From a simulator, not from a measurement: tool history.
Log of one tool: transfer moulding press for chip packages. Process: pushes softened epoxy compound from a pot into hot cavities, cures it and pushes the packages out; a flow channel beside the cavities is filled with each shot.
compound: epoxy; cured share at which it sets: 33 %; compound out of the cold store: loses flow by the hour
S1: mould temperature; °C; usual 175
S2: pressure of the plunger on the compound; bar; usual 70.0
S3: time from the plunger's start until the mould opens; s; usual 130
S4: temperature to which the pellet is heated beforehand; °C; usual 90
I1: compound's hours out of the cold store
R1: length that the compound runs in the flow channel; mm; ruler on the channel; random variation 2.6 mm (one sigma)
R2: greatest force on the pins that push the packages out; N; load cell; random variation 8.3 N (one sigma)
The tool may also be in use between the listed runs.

run 1 day=0.000 | S1=175 S2=70.0 S3=130 S4=90 | I1=35.6 | R1=858 R2=545
run 2 day=1.446 | S1=175 S2=70.0 S3=130 S4=90 | I1=30.9 | R1=876 R2=690
run 3 day=2.442 | S1=175 S2=70.0 S3=130 S4=90 | I1=33.2 | R1=870 R2=732
-- day=4.000 cavities cleaned with cleaning compound and waxed
run 4 day=4.529 | S1=175 S2=70.0 S3=130 S4=90 | I1=11.4 | R1=946 R2=519
-- day=4.917 mould's thermocouples calibrated
run 5 day=6.721 | S1=175 S2=70.0 S3=130 S4=90 | I1=18.0 | R1=914 R2=748
run 6 day=7.838 | S1=175 S2=70.0 S3=130 S4=90 | I1=19.0 | R1=907 R2=788
-- day=8.779 cavities cleaned with cleaning compound and waxed
run 7 day=9.929 | S1=175 S2=70.0 S3=130 S4=90 | I1=24.7 | R1=878 R2=599
-- day=10.733 plunger's sealing rings changed
run 8 day=11.112 | S1=182 S2=60.3 S3=124 S4=90 | I1=45.9 | R1=760 R2=615
run 9 day=12.383 | S1=173 S2=58.4 S3=135 S4=94 | I1=8.3 | R1=910 R2=883
-- day=13.550 cavities cleaned with cleaning compound and waxed
run 10 day=13.867 | S1=173 S2=58.4 S3=135 S4=94 | I1=14.1 | R1=883 R2=523
run 11 day=15.667 | S1=173 S2=58.4 S3=135 S4=94 | I1=37.0 | R1=794 R2=718
-- day=16.208 mould's thermocouples calibrated, once more
run 12 day=16.617 | S1=175 S2=81.4 S3=115 S4=88 | I1=14.9 | R1=1013 R2=928

Forecast run 13:
-- day=18.375 cavities cleaned with cleaning compound and waxed
run 13 day=18.454 | S1=172 S2=69.8 S3=145 S4=90 | I1=23.5 | R1=? R2=?

Run 13 gave R1 910 mm, R2 389 N.
Without the tool's hidden state the same run would have given R1 938 mm, R2 364 N.
